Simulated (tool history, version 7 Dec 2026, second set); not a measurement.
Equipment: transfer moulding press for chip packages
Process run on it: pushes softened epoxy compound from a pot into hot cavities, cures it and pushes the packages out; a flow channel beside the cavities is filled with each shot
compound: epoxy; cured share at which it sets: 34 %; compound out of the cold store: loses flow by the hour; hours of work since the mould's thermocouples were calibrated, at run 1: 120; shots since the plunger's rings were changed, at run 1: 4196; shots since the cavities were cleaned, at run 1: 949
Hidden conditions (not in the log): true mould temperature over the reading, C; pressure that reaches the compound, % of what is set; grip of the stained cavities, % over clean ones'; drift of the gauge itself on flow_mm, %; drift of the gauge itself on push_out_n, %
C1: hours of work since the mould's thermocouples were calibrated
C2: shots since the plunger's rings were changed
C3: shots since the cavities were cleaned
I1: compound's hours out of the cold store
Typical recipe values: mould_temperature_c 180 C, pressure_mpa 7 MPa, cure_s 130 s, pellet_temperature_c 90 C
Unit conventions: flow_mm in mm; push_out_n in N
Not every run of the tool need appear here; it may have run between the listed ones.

run 1 hour=0 | mould_temperature_c=180 pressure_mpa=7 cure_s=130 pellet_temperature_c=90 | C1=120 C2=4196 C3=949 | I1=24.1 | flow_mm=531 push_out_n=359
-- hour=48.2 cavities cleaned with cleaning compound and waxed
run 2 hour=67.8 | mould_temperature_c=180 pressure_mpa=7 cure_s=140 pellet_temperature_c=90 | C1=147 C2=4598 C3=119 | I1=42.6 | flow_mm=484 push_out_n=341
run 3 hour=161.5 | mould_temperature_c=180 pressure_mpa=7 cure_s=112 pellet_temperature_c=90 | C1=186 C2=5166 C3=687 | I1=17.1 | flow_mm=550 push_out_n=422
run 4 hour=211.5 | mould_temperature_c=180 pressure_mpa=7 cure_s=112 pellet_temperature_c=90 | C1=206 C2=5470 C3=991 | I1=35.6 | flow_mm=496 push_out_n=419
-- hour=251 cavities cleaned with cleaning compound and waxed
run 5 hour=256.5 | mould_temperature_c=180 pressure_mpa=7 cure_s=136 pellet_temperature_c=90 | C1=224 C2=5733 C3=33 | I1=28.8 | flow_mm=518 push_out_n=354
-- hour=320.7 plunger's sealing rings changed
run 6 hour=338.1 | mould_temperature_c=180 pressure_mpa=7 cure_s=136 pellet_temperature_c=90 | C1=257 C2=106 C3=513 | I1=42.7 | flow_mm=478 push_out_n=354
run 7 hour=397.4 | mould_temperature_c=180 pressure_mpa=7 cure_s=130 pellet_temperature_c=90 | C1=281 C2=466 C3=873 | I1=44.4 | flow_mm=480 push_out_n=364
-- hour=457.2 cavities cleaned with cleaning compound and waxed
run 8 hour=460.7 | mould_temperature_c=180 pressure_mpa=7 cure_s=130 pellet_temperature_c=90 | C1=307 C2=841 C3=22 | I1=26 | flow_mm=533 push_out_n=353
run 9 hour=524.1 | mould_temperature_c=180 pressure_mpa=7 cure_s=130 pellet_temperature_c=90 | C1=333 C2=1225 C3=406 | I1=10.8 | flow_mm=572 push_out_n=372
run 10 hour=599.3 | mould_temperature_c=180 pressure_mpa=7 cure_s=130 pellet_temperature_c=90 | C1=364 C2=1681 C3=862 | I1=45.7 | flow_mm=475 push_out_n=359
-- hour=656.7 cavities cleaned with cleaning compound and waxed
run 11 hour=664.3 | mould_temperature_c=180 pressure_mpa=7 cure_s=130 pellet_temperature_c=90 | C1=390 C2=2067 C3=47 | I1=22.3 | flow_mm=542 push_out_n=364
run 12 hour=718.2 | mould_temperature_c=180 pressure_mpa=7 cure_s=130 pellet_temperature_c=90 | C1=413 C2=2393 C3=373 | I1=13.3 | flow_mm=568 push_out_n=371
run 13 hour=759.9 | mould_temperature_c=180 pressure_mpa=7 cure_s=130 pellet_temperature_c=90 | C1=430 C2=2646 C3=626 | I1=31.1 | flow_mm=509 push_out_n=354
run 14 hour=805.3 | mould_temperature_c=180 pressure_mpa=7 cure_s=130 pellet_temperature_c=90 | C1=449 C2=2921 C3=901 | I1=12.1 | flow_mm=572 push_out_n=371
run 15 hour=847.3 | mould_temperature_c=180 pressure_mpa=7 cure_s=130 pellet_temperature_c=90 | C1=466 C2=3176 C3=1156 | I1=25.2 | flow_mm=534 push_out_n=368
-- hour=857.9 cavities cleaned with cleaning compound and waxed
run 16 hour=928.6 | mould_temperature_c=180 pressure_mpa=7.17 cure_s=123 pellet_temperature_c=85 | C1=499 C2=3660 C3=428 | I1=19.2 | flow_mm=554 push_out_n=385
run 17 hour=1022 | mould_temperature_c=184 pressure_mpa=6.27 cure_s=133 pellet_temperature_c=90 | C1=537 C2=4227 C3=995 | I1=39.2 | flow_mm=460 push_out_n=352
-- hour=1059.9 cavities cleaned with cleaning compound and waxed
run 18 hour=1096.6 | mould_temperature_c=184 pressure_mpa=6.27 cure_s=133 pellet_temperature_c=90 | C1=567 C2=4670 C3=222 | I1=40.5 | flow_mm=456 push_out_n=322
-- hour=1130.7 mould's thermocouples calibrated
run 19 hour=1164.5 | mould_temperature_c=180 pressure_mpa=7 cure_s=130 pellet_temperature_c=86 | C1=14 C2=5070 C3=622 | I1=30.2 | flow_mm=516 push_out_n=363
run 20 hour=1236.4 | mould_temperature_c=180 pressure_mpa=7 cure_s=130 pellet_temperature_c=86 | C1=44 C2=5505 C3=1057 | I1=34.2 | flow_mm=500 push_out_n=364
-- hour=1265.9 cavities cleaned with cleaning compound and waxed
run 21 hour=1317 | mould_temperature_c=180 pressure_mpa=6.25 cure_s=130 pellet_temperature_c=90 | C1=76 C2=5986 C3=310 | I1=44.4 | flow_mm=455 push_out_n=370
-- hour=1339.6 plunger's sealing rings changed
run 22 hour=1400.9 | mould_temperature_c=175 pressure_mpa=6.25 cure_s=113 pellet_temperature_c=90 | C1=110 C2=371 C3=803 | I1=28.4 | flow_mm=509 push_out_n=537
-- hour=1469.7 cavities cleaned with cleaning compound and waxed
run 23 hour=1487.5 | mould_temperature_c=180 pressure_mpa=7 cure_s=164 pellet_temperature_c=97 | C1=145 C2=887 C3=107 | I1=12.2 | flow_mm=572 push_out_n=321
run 24 hour=1537.7 | mould_temperature_c=180 pressure_mpa=7 cure_s=130 pellet_temperature_c=83 | C1=166 C2=1192 C3=412 | I1=43.7 | flow_mm=480 push_out_n=354
run 25 hour=1593.1 | mould_temperature_c=182 pressure_mpa=5.91 cure_s=130 pellet_temperature_c=83 | C1=188 C2=1528 C3=748 | I1=21.4 | flow_mm=491 push_out_n=345
run 26 hour=1666.8 | mould_temperature_c=173 pressure_mpa=7.95 cure_s=130 pellet_temperature_c=83 | C1=219 C2=1975 C3=1195 | I1=21.1 | flow_mm=597 push_out_n=485
-- hour=1677.1 cavities cleaned with cleaning compound and waxed
run 27 hour=1737.4 | mould_temperature_c=173 pressure_mpa=7.95 cure_s=130 pellet_temperature_c=83 | C1=247 C2=2394 C3=366 | I1=15.6 | flow_mm=613 push_out_n=481
run 28 hour=1793.7 | mould_temperature_c=173 pressure_mpa=7.95 cure_s=130 pellet_temperature_c=83 | C1=271 C2=2735 C3=707 | I1=39.1 | flow_mm=536 push_out_n=472

Here are 3 independent what-if runs from the current tool condition. What would each one return?
-- hour=1876.3 cavities cleaned with cleaning compound and waxed
run A hour=1876.3 | mould_temperature_c=182 pressure_mpa=5.44 cure_s=168 pellet_temperature_c=90 | C1=304 C2=3227 C3=0 | I1=35 | flow_mm=? push_out_n=?
-- hour=1876.3 cavities cleaned with cleaning compound and waxed
run B hour=1876.3 | mould_temperature_c=173 pressure_mpa=6.16 cure_s=130 pellet_temperature_c=89 | C1=304 C2=3227 C3=0 | I1=11.1 | flow_mm=? push_out_n=?
-- hour=1876.3 cavities cleaned with cleaning compound and waxed
run C hour=1876.3 | mould_temperature_c=182 pressure_mpa=7 cure_s=130 pellet_temperature_c=90 | C1=304 C2=3227 C3=0 | I1=27 | flow_mm=? push_out_n=?

run=A flow_mm=441 push_out_n=331
run=B flow_mm=550 push_out_n=488
run=C flow_mm=520 push_out_n=349
Without the tool's unlogged condition, the same runs would have read:
run=A flow_mm=442 push_out_n=331
run=B flow_mm=551 push_out_n=487
run=C flow_mm=521 push_out_n=349
